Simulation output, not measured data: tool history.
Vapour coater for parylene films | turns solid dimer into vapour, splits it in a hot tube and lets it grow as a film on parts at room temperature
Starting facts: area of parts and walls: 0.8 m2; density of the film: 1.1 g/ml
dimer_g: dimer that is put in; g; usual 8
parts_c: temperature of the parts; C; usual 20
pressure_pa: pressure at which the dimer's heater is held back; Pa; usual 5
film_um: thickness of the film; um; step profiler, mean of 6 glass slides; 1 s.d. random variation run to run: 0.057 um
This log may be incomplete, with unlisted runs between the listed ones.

run   hour  dimer_g  parts_c  pressure_pa  film_um
  1      0        8       20            5     6.56
  2   14.9        8       20            5     6.51
  3   32.4        4       20            5     3.26
  4   49.1       14       20            5     11.3
  5   61.2       14       20            5    11.49
  6   71.5       14       20            5    11.35
  7     90        8       20            5      6.5
  8   98.5        8       20            5     6.46
  9  112.2        8       20         5.87     6.29
 10  124.1        8       20            5     6.42
 11  143.5        8       20            5     6.43
 12  156.8        8       20            5     6.32
 13  170.2        8       20            5     6.45
 14  185.8        8       20            5     6.31
 15    203        8       20            5     6.36
 16  210.9        8       20            5     6.31
     220.9  -- trap's valve overhauled
 17  228.1        8       20            5     6.63
 18  235.9        8       20            5     6.63
     238.3  -- table's thermometer calibrated
 19    249        8       20            5     6.46
 20  260.3        8       20            5      6.5
     277.4  -- table's thermometer calibrated, once more
 21  278.5        8       20            5     6.65
 22  293.1       10       28         6.14     5.39
 23  305.4       10       28         6.14     5.41
 24  313.4       10       28         6.53     5.42
 25  326.2        6       19            6     5.01
 26  336.1        6       19            6     4.95
 27  353.1        6       19            6     4.97
 28  372.1        7       25            5     4.52
 29  387.2        7       16            5     6.74
 30  397.5        3       31         6.08     1.43
 31  409.8        3       31         6.08     1.39
 32  419.9        3       31         6.08      1.4

Alternative continuations, all from the tool just after run 32; predict every row:
  A  434.2        8       20         4.51        ?
  B  434.2        3       20            5        ?
  C  434.2        3       24         8.75        ?
  D  434.2        4       26         2.13        ?
  E  434.2       11       20        10.32        ?

run  film_um
  A      6.5
  B     2.43
  C     1.79
  D     2.81
  E      7.8
The same runs, with their run-to-run variation unchanged, on a tool lacking any hidden condition would have given:
run  film_um
  A     6.76
  B     2.53
  C     1.86
  D     2.92
  E     8.11
